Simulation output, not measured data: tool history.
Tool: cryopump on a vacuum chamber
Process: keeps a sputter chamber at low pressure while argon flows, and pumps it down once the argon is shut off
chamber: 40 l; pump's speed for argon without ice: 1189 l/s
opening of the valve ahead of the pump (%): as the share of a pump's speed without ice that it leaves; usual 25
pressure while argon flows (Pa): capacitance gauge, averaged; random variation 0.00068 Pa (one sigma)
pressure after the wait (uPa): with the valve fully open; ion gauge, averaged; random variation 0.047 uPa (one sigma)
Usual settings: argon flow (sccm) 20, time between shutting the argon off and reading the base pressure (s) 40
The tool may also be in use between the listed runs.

run,hour,argon flow (sccm),time between shutting the argon off and reading the base pressure (s),opening of the valve ahead of the pump (%),pressure while argon flows (Pa),pressure after the wait (uPa)
1,0,20,40,25,0.113,3.8
2,21.7,12,40,25,0.0679,3.82
3,48.1,12,40,25,0.0678,3.8
4,81.7,12,40,25,0.0681,3.79
5,116.2,20,40,25,0.1152,3.85
6,138.4,20,40,25,0.115,3.78
7,180.7,24,40,25,0.1376,3.97
8,217,24,40,25,0.1381,3.99
9,250.5,24,40,25,0.1397,3.87
10,290.2,24,40,25,0.1402,3.93
11,340.1,20,84,25,0.116,2.65
12,361.5,20,84,25,0.1162,2.75
13,394.2,20,84,25,0.1153,2.76
14,426.4,20,84,25,0.1157,2.79
15,453.8,11,84,20,0.0789,2.89
16,477.3,11,84,18,0.0889,2.9
17,515.9,11,84,18,0.0885,3.01
18,538.1,31,179,40,0.1157,2.3
19,565.6,20,25,26,0.1139,5.78
20,594,20,25,26,0.1129,5.9
21,616.9,18,157,24,0.1103,2.46
22,645.8,18,157,53,0.0527,2.52
23,672.8,39,157,16,0.3555,2.65
24,723.2,20,34,35,0.0861,4.95
25,755,20,34,35,0.0854,4.95
26,787.6,17,40,21,0.1187,4.52

4 ways to go on from here, each from the tool as it stands after run 26. What would each give?
A,818.6,17,40,52,?,?
B,818.6,17,127,21,?,?
C,818.6,9,40,42,?,?
D,818.6,20,43,22,?,?

run,pressure while argon flows (Pa),pressure after the wait (uPa)
A,0.0508,4.59
B,0.1193,2.91
C,0.0334,4.55
D,0.1335,4.42
Without the tool's hidden state the same runs would have given:
run,pressure while argon flows (Pa),pressure after the wait (uPa)
A,0.0466,2.79
B,0.115,1.07
C,0.0312,2.75
D,0.1285,2.6
